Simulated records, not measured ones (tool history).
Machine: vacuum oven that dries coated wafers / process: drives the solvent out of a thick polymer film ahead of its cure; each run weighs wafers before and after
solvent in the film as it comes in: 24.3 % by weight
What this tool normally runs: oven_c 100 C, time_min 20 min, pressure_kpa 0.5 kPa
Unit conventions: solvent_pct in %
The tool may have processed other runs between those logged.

run,day,oven_c,time_min,pressure_kpa,solvent_pct
1,0,100,20,0.5,1.01
2,0.212,100,20,0.5,0.99
3,0.429,100,20,0.5,0.97
4,0.883,94,20,0.5,1.82
5,1.308,94,20,0.5,1.74
6,1.525,94,20,0.5,1.68
7,1.825,100,20,0.5,1
8,2.15,100,20,0.5,0.94
9,2.642,100,20,0.5,1
10,2.979,100,20,0.5,0.9
11,3.45,100,20,0.5,1.03
12,3.662,111,20,0.314,0.28
13,3.896,97,13,0.5,3.22
14,4.346,93,13,1.25,4.51
15,4.762,93,29,0.872,1.01
16,5.108,93,29,0.872,1.09
17,5.333,110,14,0.872,1.05
18,5.558,110,14,0.872,1.01

3 ways to go on from here, each from the tool as it stands after run 18. What would each give?
A,5.796,107,27,0.872,?
B,5.796,106,16,0.389,?
C,5.796,86,14,0.872,?

run,solvent_pct
A,0.43
B,0.93
C,5.86
With the hidden condition removed and each run's random variation left untouched, the same runs would have given:
run,solvent_pct
A,0.43
B,0.93
C,5.89
